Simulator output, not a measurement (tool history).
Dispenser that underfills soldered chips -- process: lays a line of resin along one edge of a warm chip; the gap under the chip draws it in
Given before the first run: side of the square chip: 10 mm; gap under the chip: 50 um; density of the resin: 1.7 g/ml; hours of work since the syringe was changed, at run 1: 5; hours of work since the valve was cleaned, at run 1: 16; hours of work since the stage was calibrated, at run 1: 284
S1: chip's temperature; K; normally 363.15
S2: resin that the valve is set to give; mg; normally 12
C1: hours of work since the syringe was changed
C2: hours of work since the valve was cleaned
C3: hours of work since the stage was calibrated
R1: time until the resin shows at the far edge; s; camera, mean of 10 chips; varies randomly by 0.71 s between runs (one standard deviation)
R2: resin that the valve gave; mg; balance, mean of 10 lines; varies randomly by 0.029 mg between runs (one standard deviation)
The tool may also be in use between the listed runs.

| run | hour | S1 | S2 | C1 | C2 | C3 | R1 | R2 |
|---|---|---|---|---|---|---|---|---|
| 1 | 0 | 363.15 | 12 | 5 | 16 | 284 | 73.5 | 11.89 |
|  | 2.6 | new syringe of resin |
| 2 | 6.7 | 363.15 | 12 | 3 | 21 | 289 | 68.5 | 11.8 |
|  | 11.5 | new syringe of resin |
| 3 | 16.6 | 363.15 | 12 | 4 | 29 | 296 | 70.5 | 11.76 |
|  | 21 | new syringe of resin |
| 4 | 24.1 | 363.15 | 12 | 2 | 34 | 302 | 66.8 | 11.67 |
| 5 | 29.2 | 363.15 | 12 | 6 | 38 | 306 | 76.2 | 11.62 |
|  | 30.2 | new syringe of resin |
| 6 | 35.1 | 363.15 | 12 | 4 | 43 | 310 | 71.2 | 11.57 |
|  | 39.2 | new syringe of resin |
| 7 | 45.2 | 363.15 | 12 | 5 | 50 | 318 | 72.7 | 11.48 |
|  | 47.7 | dispensing valve cleaned and set on the balance |
|  | 49.4 | new syringe of resin |
| 8 | 51.8 | 363.15 | 12 | 2 | 3 | 322 | 65.5 | 11.99 |
|  | 58.9 | new syringe of resin |
| 9 | 59.4 | 363.15 | 12 | 0 | 8 | 327 | 60.6 | 11.99 |
| 10 | 65.1 | 363.15 | 12 | 5 | 13 | 332 | 72.9 | 11.91 |
|  | 68.2 | new syringe of resin |
| 11 | 73.4 | 363.15 | 12 | 4 | 19 | 338 | 71.2 | 11.81 |
|  | 78 | new syringe of resin |
| 12 | 83.9 | 363.15 | 14.8 | 5 | 27 | 346 | 70.9 | 14.48 |
|  | 87.2 | new syringe of resin |
| 13 | 92.2 | 363.15 | 14.8 | 4 | 33 | 352 | 69.1 | 14.38 |
|  | 96.6 | new syringe of resin |
| 14 | 100.6 | 363.15 | 12 | 3 | 39 | 358 | 68.4 | 11.62 |
|  | 105.6 | new syringe of resin |
| 15 | 107.9 | 363.15 | 12 | 2 | 45 | 363 | 64.4 | 11.56 |
|  | 114.7 | new syringe of resin |
| 16 | 115.3 | 353.15 | 14.6 | 0 | 50 | 369 | 96.8 | 13.98 |
|  | 117.9 | dispensing valve cleaned and set on the balance |
| 17 | 122.8 | 363.15 | 15 | 5 | 4 | 374 | 71.2 | 14.97 |
|  | 125.2 | new syringe of resin |
| 18 | 129.9 | 363.15 | 13.6 | 4 | 9 | 379 | 66.6 | 13.52 |
|  | 134.3 | new syringe of resin |
| 19 | 135.9 | 378.15 | 12.7 | 1 | 13 | 384 | 33.1 | 12.62 |
|  | 143.4 | new syringe of resin |
| 20 | 144.7 | 378.15 | 12.7 | 1 | 20 | 390 | 32.4 | 12.48 |
| 21 | 151.7 | 374.15 | 13.4 | 6 | 25 | 396 | 46.7 | 13.13 |
|  | 152.6 | new syringe of resin |
| 22 | 157.3 | 355.15 | 10.4 | 4 | 29 | 400 | 107 | 10.16 |
|  | 161.5 | new syringe of resin |
| 23 | 166.4 | 353.15 | 12 | 4 | 36 | 406 | 113.2 | 11.63 |
|  | 170.9 | new syringe of resin |
| 24 | 173.7 | 361.15 | 13.8 | 2 | 42 | 412 | 71.8 | 13.32 |
| 25 | 178.3 | 361.15 | 13.8 | 6 | 45 | 415 | 81.2 | 13.27 |
|  | 179.9 | new syringe of resin |
|  | 187 | dispensing valve cleaned and set on the balance |
| 26 | 188.7 | 368.15 | 12 | 6 | 1 | 422 | 60.8 | 11.92 |
|  | 190.4 | new syringe of resin |
| 27 | 194 | 351.15 | 12 | 3 | 5 | 426 | 118.2 | 11.9 |

3 options for the next run, each taken on its own from the tool as it stands now. Forecast them:
|  | 199.5 | new syringe of resin |
| A | 201 | 378.15 | 13.1 | 1 | 10 | 431 | ? | ? |
|  | 199.5 | new syringe of resin |
| B | 201 | 375.15 | 14.2 | 1 | 10 | 431 | ? | ? |
|  | 199.5 | new syringe of resin |
| C | 201 | 359.15 | 14.1 | 1 | 10 | 431 | ? | ? |

| run | R1 | R2 |
|---|---|---|
| A | 33.7 | 12.97 |
| B | 36.6 | 14.05 |
| C | 77.3 | 13.89 |
What these runs would have given with no unlogged condition in the tool:
| run | R1 | R2 |
|---|---|---|
| A | 33.3 | 13.13 |
| B | 36.2 | 14.22 |
| C | 76.7 | 14.07 |
